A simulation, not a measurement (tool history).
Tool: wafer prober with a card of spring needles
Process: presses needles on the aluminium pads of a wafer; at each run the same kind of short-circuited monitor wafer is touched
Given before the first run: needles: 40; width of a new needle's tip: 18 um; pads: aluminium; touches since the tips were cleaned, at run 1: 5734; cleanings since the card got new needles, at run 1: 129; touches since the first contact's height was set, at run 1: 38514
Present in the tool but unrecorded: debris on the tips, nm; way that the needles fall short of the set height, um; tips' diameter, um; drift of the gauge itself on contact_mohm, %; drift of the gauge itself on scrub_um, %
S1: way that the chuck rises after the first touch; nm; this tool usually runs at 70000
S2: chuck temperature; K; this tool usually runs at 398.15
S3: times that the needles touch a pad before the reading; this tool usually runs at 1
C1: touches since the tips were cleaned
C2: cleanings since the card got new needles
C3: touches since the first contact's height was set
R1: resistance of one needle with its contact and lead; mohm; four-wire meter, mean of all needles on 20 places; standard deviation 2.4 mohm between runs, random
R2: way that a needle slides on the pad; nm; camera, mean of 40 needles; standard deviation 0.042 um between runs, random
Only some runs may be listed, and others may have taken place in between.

run	hour	S1	S2	S3	C1	C2	C3	R1	R2
1	0	70000	398.15	1	5734	129	38514	550	12400
# hour 3.1: tips cleaned on abrasive film
# hour 18: tips cleaned on abrasive film
# hour 32.9: tips cleaned on abrasive film
# hour 47.8: tips cleaned on abrasive film
2	54	70000	398.15	1	3128	133	65483	549	12260
# hour 60.1: tips cleaned on abrasive film
# hour 75: tips cleaned on abrasive film
# hour 89.9: tips cleaned on abrasive film
3	95.2	70000	398.15	2	2669	136	86030	423	12310
# hour 104.2: tips cleaned on abrasive film
# hour 119.1: tips cleaned on abrasive film
# hour 134: tips cleaned on abrasive film
# hour 146: tips cleaned on abrasive film
4	151.3	70000	398.15	2	2671	140	114032	433	12180
# hour 160.3: tips cleaned on abrasive film
# hour 175.2: tips cleaned on abrasive film
# hour 190.1: tips cleaned on abrasive film
# hour 205: tips cleaned on abrasive film
# hour 217: tips cleaned on abrasive film
# hour 231.9: tips cleaned on abrasive film
5	236.1	70000	398.15	2	2096	146	156358	415	12020
# hour 245.1: tips cleaned on abrasive film
# hour 260: tips cleaned on abrasive film
# hour 274.9: tips cleaned on abrasive film
# hour 289.8: tips cleaned on abrasive film
# hour 304.7: tips cleaned on abrasive film
# hour 319.7: tips cleaned on abrasive film
6	328.5	70000	398.15	2	4455	152	202534	480	11880
# hour 334.5: tips cleaned on abrasive film
# hour 349.5: tips cleaned on abrasive film
# hour 361.4: tips cleaned on abrasive film
# hour 370.6: height of the first contact set anew
# hour 376.6: tips cleaned on abrasive film
# hour 388.6: tips cleaned on abrasive film
7	399	70000	398.15	2	5213	157	14154	461	12470
# hour 402: tips cleaned on abrasive film
# hour 414: tips cleaned on abrasive film
# hour 428.9: tips cleaned on abrasive film
# hour 440.8: tips cleaned on abrasive film
# hour 455.8: tips cleaned on abrasive film
# hour 470.7: tips cleaned on abrasive film
# hour 485.6: tips cleaned on abrasive film
8	490.9	70000	303.15	2	2672	164	60036	432	12300
# hour 499.9: tips cleaned on abrasive film
# hour 514.8: tips cleaned on abrasive film
# hour 526.8: tips cleaned on abrasive film
# hour 541.7: tips cleaned on abrasive film
# hour 553.6: tips cleaned on abrasive film
# hour 568.6: tips cleaned on abrasive film
# hour 583.2: tips cleaned on abrasive film
9	583.2	70000	398.15	1	0	171	106070	312	12170
# hour 598.1: tips cleaned on abrasive film
# hour 610: tips cleaned on abrasive film
# hour 624.9: tips cleaned on abrasive film
# hour 636.9: tips cleaned on abrasive film
# hour 651.8: tips cleaned on abrasive film
# hour 663.8: tips cleaned on abrasive film
10	667.7	70000	398.15	1	1991	177	148292	551	11990
# hour 676.7: tips cleaned on abrasive film
# hour 691.6: tips cleaned on abrasive film
# hour 703.6: tips cleaned on abrasive film
# hour 718.5: tips cleaned on abrasive film
# hour 733.4: tips cleaned on abrasive film
11	741.1	70000	398.15	1	3846	182	184918	593	11970
# hour 747.1: tips cleaned on abrasive film
# hour 762: tips cleaned on abrasive film
# hour 776.9: tips cleaned on abrasive film
# hour 788.9: tips cleaned on abrasive film
12	800	70000	398.15	1	5571	186	214330	630	11880
# hour 803: tips cleaned on abrasive film
# hour 818: tips cleaned on abrasive film
# hour 818.3: height of the first contact set anew
# hour 830.2: tips cleaned on abrasive film
# hour 842.5: tips cleaned on abrasive film
13	842.5	55000	398.15	1	0	190	12085	322	9850
# hour 854.5: tips cleaned on abrasive film
# hour 866.4: tips cleaned on abrasive film
# hour 881.3: tips cleaned on abrasive film
# hour 896.2: tips cleaned on abrasive film
# hour 911.2: tips cleaned on abrasive film
# hour 926.1: tips cleaned on abrasive film
14	932.8	70000	303.15	3	3393	196	57202	385	12320
# hour 938.9: tips cleaned on abrasive film
# hour 953.8: tips cleaned on abrasive film
# hour 968.7: tips cleaned on abrasive film
15	973	70000	322.15	1	2189	199	77273	563	12310
# hour 982: tips cleaned on abrasive film
# hour 997: tips cleaned on abrasive film
# hour 1011.9: tips cleaned on abrasive film
16	1015.5	72000	398.15	2	1846	202	98490	413	12560
# hour 1024.5: tips cleaned on abrasive film
# hour 1039.4: tips cleaned on abrasive film
# hour 1051.4: tips cleaned on abrasive film
# hour 1066.3: tips cleaned on abrasive film
# hour 1081.2: tips cleaned on abrasive film
# hour 1095.9: tips cleaned on abrasive film
17	1095.9	79000	398.15	1	0	208	138615	307	13670
# hour 1107.9: tips cleaned on abrasive film
# hour 1122.8: tips cleaned on abrasive film
# hour 1137.7: tips cleaned on abrasive film
18	1140.2	79000	310.15	3	1253	211	160729	332	13620
# hour 1152.2: tips cleaned on abrasive film
# hour 1164.1: tips cleaned on abrasive film
# hour 1179: tips cleaned on abrasive film
# hour 1191: tips cleaned on abrasive film
# hour 1205.9: tips cleaned on abrasive film
19	1217.6	70000	302.15	1	5859	216	199369	689	12040
# hour 1220.6: tips cleaned on abrasive film
# hour 1235.6: tips cleaned on abrasive film
# hour 1247.5: tips cleaned on abrasive film
# hour 1262.4: tips cleaned on abrasive film
# hour 1265.7: height of the first contact set anew
# hour 1274.7: tips cleaned on abrasive film
20	1285.4	70000	302.15	1	5397	221	9867	658	12440
# hour 1288.5: tips cleaned on abrasive film
# hour 1303.4: tips cleaned on abrasive film
# hour 1318.3: tips cleaned on abrasive film
# hour 1330.3: tips cleaned on abrasive film
21	1341.9	70000	302.15	1	5857	225	38075	678	12390
# hour 1345: tips cleaned on abrasive film
# hour 1356.9: tips cleaned on abrasive film
# hour 1371.9: tips cleaned on abrasive film
# hour 1386.8: tips cleaned on abrasive film
# hour 1401.7: tips cleaned on abrasive film
# hour 1413.6: tips cleaned on abrasive film
22	1417.4	82000	338.15	1	1893	231	75729	496	14480
# hour 1426.4: tips cleaned on abrasive film
# hour 1438.3: tips cleaned on abrasive film
# hour 1453.3: tips cleaned on abrasive film
# hour 1468.2: tips cleaned on abrasive film
23	1469.5	89000	354.15	3	653	235	101712	302	15590

Branching from run 23: 3 alternative next runs. What would each branch give?
# hour 1481.4: tips cleaned on abrasive film
# hour 1496.4: tips cleaned on abrasive film
# hour 1511.3: tips cleaned on abrasive film
# hour 1526.2: tips cleaned on abrasive film
A	1531.9	62000	354.15	3	2852	239	132875	?	?
# hour 1481.4: tips cleaned on abrasive film
# hour 1496.4: tips cleaned on abrasive film
# hour 1511.3: tips cleaned on abrasive film
# hour 1526.2: tips cleaned on abrasive film
B	1531.9	53000	303.15	3	2852	239	132875	?	?
# hour 1481.4: tips cleaned on abrasive film
# hour 1496.4: tips cleaned on abrasive film
# hour 1511.3: tips cleaned on abrasive film
# hour 1526.2: tips cleaned on abrasive film
C	1531.9	59000	325.15	2	2852	239	132875	?	?

run	R1	R2
A	444	10630
B	525	9130
C	597	10180
Had the tool no hidden state, the same runs would have come out as:
run	R1	R2
A	263	11020
B	257	9520
C	257	10580
